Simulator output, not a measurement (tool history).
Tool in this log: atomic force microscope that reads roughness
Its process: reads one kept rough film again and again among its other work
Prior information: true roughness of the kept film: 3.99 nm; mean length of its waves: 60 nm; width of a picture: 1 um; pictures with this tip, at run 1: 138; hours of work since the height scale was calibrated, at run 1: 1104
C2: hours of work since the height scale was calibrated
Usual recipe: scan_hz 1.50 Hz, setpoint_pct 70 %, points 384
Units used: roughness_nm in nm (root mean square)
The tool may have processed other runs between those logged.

Run 1, day 0.000: usual settings; pictures with this tip 138; C2 1104. Result: roughness_nm 3.441 nm (root mean square).
At day 2.729: new tip fitted.
Run 2, day 3.062: usual settings but setpoint_pct 75 %; pictures with this tip 17; C2 1148. Result: roughness_nm 3.457 nm (root mean square).
Run 3, day 5.683: usual settings but setpoint_pct 75 %; pictures with this tip 150; C2 1186. Result: roughness_nm 3.310 nm (root mean square).
At day 8.058: new tip fitted.
Run 4, day 8.971: usual settings; pictures with this tip 46; C2 1234. Result: roughness_nm 3.501 nm (root mean square).
Run 5, day 11.288: usual settings but points 1000; pictures with this tip 163; C2 1267. Result: roughness_nm 3.400 nm (root mean square).
At day 13.500: new tip fitted.
Run 6, day 14.108: usual settings but points 1000; pictures with this tip 31; C2 1308. Result: roughness_nm 3.517 nm (root mean square).
Run 7, day 15.521: usual settings but points 1000; pictures with this tip 102; C2 1328. Result: roughness_nm 3.464 nm (root mean square).
At day 18.775: new tip fitted.
Run 8, day 19.008: usual settings but points 1000; pictures with this tip 12; C2 1378. Result: roughness_nm 3.535 nm (root mean square).
Run 9, day 20.421: usual settings but points 1000; pictures with this tip 84; C2 1399. Result: roughness_nm 3.449 nm (root mean square).
Run 10, day 22.725: usual settings; pictures with this tip 200; C2 1432. Result: roughness_nm 3.371 nm (root mean square).
At day 24.042: new tip fitted.
Run 11, day 25.825: usual settings; pictures with this tip 90; C2 1477. Result: roughness_nm 3.451 nm (root mean square).
Run 12, day 27.262: usual settings; pictures with this tip 163; C2 1497. Result: roughness_nm 3.398 nm (root mean square).
At day 29.438: new tip fitted.
Run 13, day 30.467: usual settings; pictures with this tip 52; C2 1543. Result: roughness_nm 3.485 nm (root mean square).
Run 14, day 32.708: usual settings; pictures with this tip 165; C2 1576. Result: roughness_nm 3.368 nm (root mean square).
At day 34.900: new tip fitted.
Run 15, day 36.142: usual settings; pictures with this tip 63; C2 1625. Result: roughness_nm 3.484 nm (root mean square).
Run 16, day 38.967: usual settings; pictures with this tip 206; C2 1666. Result: roughness_nm 3.338 nm (root mean square).
At day 40.158: new tip fitted.
Run 17, day 42.079: usual settings; pictures with this tip 97; C2 1711. Result: roughness_nm 3.444 nm (root mean square).
Run 18, day 43.475: usual settings but setpoint_pct 82 %; pictures with this tip 168; C2 1731. Result: roughness_nm 3.166 nm (root mean square).
Run 19, day 45.083: usual settings but setpoint_pct 82 %; pictures with this tip 249; C2 1754. Result: roughness_nm 3.123 nm (root mean square).
At day 45.508: new tip fitted.
Run 20, day 46.662: usual settings but setpoint_pct 82 %; pictures with this tip 59; C2 1777. Result: roughness_nm 3.252 nm (root mean square).
Run 21, day 49.167: usual settings; pictures with this tip 185; C2 1813. Result: roughness_nm 3.351 nm (root mean square).
At day 50.925: new tip fitted.
Run 22, day 52.421: usual settings; pictures with this tip 76; C2 1860. Result: roughness_nm 3.463 nm (root mean square).
Run 23, day 54.675: usual settings; pictures with this tip 190; C2 1892. Result: roughness_nm 3.329 nm (root mean square).
At day 56.300: new tip fitted.
Run 24, day 57.062: usual settings; pictures with this tip 39; C2 1927. Result: roughness_nm 3.485 nm (root mean square).
Run 25, day 59.062: usual settings; pictures with this tip 140; C2 1956. Result: roughness_nm 3.397 nm (root mean square).
At day 61.708: new tip fitted.
Run 26, day 62.500: usual settings; pictures with this tip 40; C2 2005. Result: roughness_nm 3.469 nm (root mean square).
Run 27, day 65.054: usual settings but scan_hz 1.71 Hz, setpoint_pct 82 %; pictures with this tip 169; C2 2042. Result: roughness_nm 3.077 nm (root mean square).
At day 65.354: height scale calibrated on a step standard.
At day 67.183: new tip fitted.
Run 28, day 68.588: usual settings but scan_hz 0.56 Hz, points 958; pictures with this tip 71; C2 46. Result: roughness_nm 3.713 nm (root mean square).
Run 29, day 70.629: usual settings but setpoint_pct 64 %, points 944; pictures with this tip 174; C2 76. Result: roughness_nm 3.513 nm (root mean square).
At day 72.479: new tip fitted.
Run 30, day 72.592: usual settings but scan_hz 1.39 Hz; pictures with this tip 6; C2 104. Result: roughness_nm 3.603 nm (root mean square).
Run 31, day 76.033: usual settings but scan_hz 1.39 Hz; pictures with this tip 180; C2 154. Result: roughness_nm 3.428 nm (root mean square).
At day 77.971: new tip fitted.
Run 32, day 79.292: usual settings but scan_hz 0.76 Hz, setpoint_pct 55 %; pictures with this tip 66; C2 201. Result: roughness_nm 3.748 nm (root mean square).
Run 33, day 80.917: usual settings but scan_hz 0.76 Hz, setpoint_pct 55 %; pictures with this tip 149; C2 224. Result: roughness_nm 3.686 nm (root mean square).
At day 83.362: new tip fitted.
Run 34, day 83.817: usual settings but scan_hz 0.76 Hz, setpoint_pct 55 %; pictures with this tip 23; C2 266. Result: roughness_nm 3.815 nm (root mean square).
Run 35, day 86.542: usual settings but scan_hz 0.76 Hz, setpoint_pct 55 %; pictures with this tip 161; C2 305. Result: roughness_nm 3.656 nm (root mean square).
At day 88.783: new tip fitted.
Run 36, day 89.154: usual settings but scan_hz 3.26 Hz, setpoint_pct 66 %, points 408; pictures with this tip 19; C2 343. Result: roughness_nm 3.368 nm (root mean square).
Run 37, day 92.021: usual settings but scan_hz 3.26 Hz, setpoint_pct 78 %, points 455; pictures with this tip 164; C2 384. Result: roughness_nm 2.909 nm (root mean square).
At day 94.188: new tip fitted.
Run 38, day 94.412: usual settings but scan_hz 3.26 Hz, setpoint_pct 78 %, points 455; pictures with this tip 11; C2 419. Result: roughness_nm 3.018 nm (root mean square).
Run 39, day 96.592: usual settings but scan_hz 0.52 Hz, setpoint_pct 88 %, points 455; pictures with this tip 121; C2 450. Result: roughness_nm 3.547 nm (root mean square).
Run 40, day 98.704: usual settings but scan_hz 0.52 Hz, setpoint_pct 88 %, points 682; pictures with this tip 228; C2 481. Result: roughness_nm 3.426 nm (root mean square).
At day 99.650: new tip fitted.
Run 41, day 101.454: usual settings but scan_hz 0.85 Hz, setpoint_pct 59 %; pictures with this tip 91; C2 520. Result: roughness_nm 3.698 nm (root mean square).
Run 42, day 103.262: usual settings but scan_hz 0.85 Hz, setpoint_pct 59 %; pictures with this tip 182; C2 546. Result: roughness_nm 3.598 nm (root mean square).
At day 105.125: new tip fitted.
Run 43, day 105.608: usual settings but scan_hz 0.85 Hz, setpoint_pct 58 %, points 525; pictures with this tip 24; C2 580. Result: roughness_nm 3.808 nm (root mean square).
Run 44, day 108.233: usual settings but scan_hz 0.50 Hz, setpoint_pct 76 %, points 613; pictures with this tip 157; C2 618. Result: roughness_nm 3.574 nm (root mean square).
Run 45, day 109.871: usual settings but scan_hz 1.92 Hz, setpoint_pct 68 %, points 479; pictures with this tip 240; C2 642. Result: roughness_nm 3.306 nm (root mean square).
At day 110.483: new tip fitted.
Run 46, day 112.900: usual settings but scan_hz 1.13 Hz, setpoint_pct 86 %, points 278; pictures with this tip 122; C2 685. Result: roughness_nm 3.299 nm (root mean square).
Run 47, day 114.671: usual settings but scan_hz 1.13 Hz, setpoint_pct 86 %, points 278; pictures with this tip 211; C2 711. Result: roughness_nm 3.176 nm (root mean square).
At day 115.754: new tip fitted.
Run 48, day 116.979: usual settings but scan_hz 2.86 Hz, setpoint_pct 88 %, points 703; pictures with this tip 62; C2 744. Result: roughness_nm 2.728 nm (root mean square).
Run 49, day 119.825: usual settings but scan_hz 1.11 Hz, points 429; pictures with this tip 206; C2 785. Result: roughness_nm 3.469 nm (root mean square).
At day 121.100: new tip fitted.
Run 50, day 121.862: usual settings but scan_hz 0.82 Hz, points 529; pictures with this tip 39; C2 814. Result: roughness_nm 3.640 nm (root mean square).
Run 51, day 124.688: usual settings but scan_hz 0.82 Hz, points 529; pictures with this tip 182; C2 855. Result: roughness_nm 3.529 nm (root mean square).

Below, some changes in roughness_nm between adjacent runs. For each, the amount present without the hidden state too (settings, incoming material, random variation) and the amount remaining for the hidden state with gauge scatter not shared by both compared results:
Hidden state present: radius of the tip, nm; height scale over the true one, %; drift of the gauge itself on roughness_nm, %.
Run 27 -> 28: scan_hz 1.71 -> 0.56, setpoint_pct 82 -> 70, points 384 -> 958, height scale calibrated on a step standard, new tip fitted. roughness_nm +0.636 nm (root mean square): hidden state +0.162, all else +0.474.
Run 30 -> 31: no setting touched and nothing written in the log between the runs. roughness_nm -0.175 nm (root mean square): hidden state -0.170, all else -0.005.
Run 38 -> 39: scan_hz 3.26 -> 0.52, setpoint_pct 78 -> 88. roughness_nm +0.529 nm (root mean square): hidden state -0.091, all else +0.620.
Run 48 -> 49: scan_hz 2.86 -> 1.11, setpoint_pct 88 -> 70, points 703 -> 429. roughness_nm +0.741 nm (root mean square): hidden state -0.161, all else +0.902.

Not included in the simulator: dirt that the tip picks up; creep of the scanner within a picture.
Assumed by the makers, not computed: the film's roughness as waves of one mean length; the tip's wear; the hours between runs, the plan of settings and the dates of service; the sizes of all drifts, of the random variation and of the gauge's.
